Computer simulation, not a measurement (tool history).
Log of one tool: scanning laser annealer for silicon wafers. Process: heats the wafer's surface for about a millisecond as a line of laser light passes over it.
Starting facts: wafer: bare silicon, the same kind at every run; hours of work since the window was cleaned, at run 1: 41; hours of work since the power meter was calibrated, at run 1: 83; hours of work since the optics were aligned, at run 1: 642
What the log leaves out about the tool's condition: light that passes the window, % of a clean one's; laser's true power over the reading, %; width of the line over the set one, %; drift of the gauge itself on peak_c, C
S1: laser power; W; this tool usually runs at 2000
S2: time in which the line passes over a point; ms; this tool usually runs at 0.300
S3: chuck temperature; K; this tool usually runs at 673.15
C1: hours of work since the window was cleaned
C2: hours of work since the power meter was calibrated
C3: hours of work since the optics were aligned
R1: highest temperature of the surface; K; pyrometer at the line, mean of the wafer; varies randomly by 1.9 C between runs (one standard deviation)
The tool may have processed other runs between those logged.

| run | day | S1 | S2 | S3 | C1 | C2 | C3 | R1 |
|---|---|---|---|---|---|---|---|---|
| 1 | 0.000 | 2000 | 0.300 | 673.15 | 41 | 83 | 642 | 1409.15 |
| 2 | 0.821 | 2000 | 0.300 | 673.15 | 56 | 98 | 656 | 1403.15 |
| 3 | 1.808 | 2000 | 0.300 | 673.15 | 73 | 115 | 674 | 1406.15 |
| 4 | 2.421 | 2000 | 0.300 | 673.15 | 84 | 126 | 685 | 1404.15 |
| 5 | 3.642 | 2000 | 0.300 | 673.15 | 106 | 148 | 707 | 1403.15 |
| 6 | 5.079 | 2000 | 0.300 | 673.15 | 132 | 173 | 732 | 1403.15 |
| 7 | 6.079 | 2000 | 0.300 | 673.15 | 149 | 191 | 750 | 1399.15 |
|  | 7.400 | optics aligned, line set to its width |
| 8 | 7.400 | 2000 | 0.300 | 673.15 | 169 | 211 | 0 | 1419.15 |
| 9 | 8.283 | 2000 | 0.300 | 673.15 | 185 | 227 | 16 | 1412.15 |
| 10 | 8.996 | 2000 | 0.300 | 673.15 | 197 | 239 | 28 | 1418.15 |
| 11 | 9.704 | 2000 | 0.300 | 659.15 | 210 | 252 | 41 | 1400.15 |
| 12 | 10.583 | 2000 | 0.300 | 659.15 | 226 | 268 | 57 | 1397.15 |
| 13 | 11.275 | 2050 | 0.300 | 673.15 | 238 | 280 | 69 | 1433.15 |
| 14 | 12.525 | 1905 | 0.371 | 673.15 | 260 | 302 | 91 | 1439.15 |
| 15 | 13.725 | 2000 | 0.284 | 652.15 | 281 | 323 | 112 | 1368.15 |
| 16 | 14.579 | 2000 | 0.284 | 652.15 | 297 | 339 | 128 | 1368.15 |
| 17 | 15.212 | 2000 | 0.284 | 652.15 | 308 | 350 | 139 | 1372.15 |
| 18 | 16.125 | 1764 | 0.284 | 652.15 | 324 | 366 | 155 | 1274.15 |
| 19 | 17.212 | 1756 | 0.284 | 683.15 | 343 | 385 | 174 | 1300.15 |

Run 20, settings as shown, results not yet in. Your forecast:
| 20 | 18.108 | 1701 | 0.300 | 671.15 | 359 | 401 | 190 | ? |

Run 20 came out at R1 1283.15 K.
Without the tool's hidden state the same run would have given R1 1304.15 K.
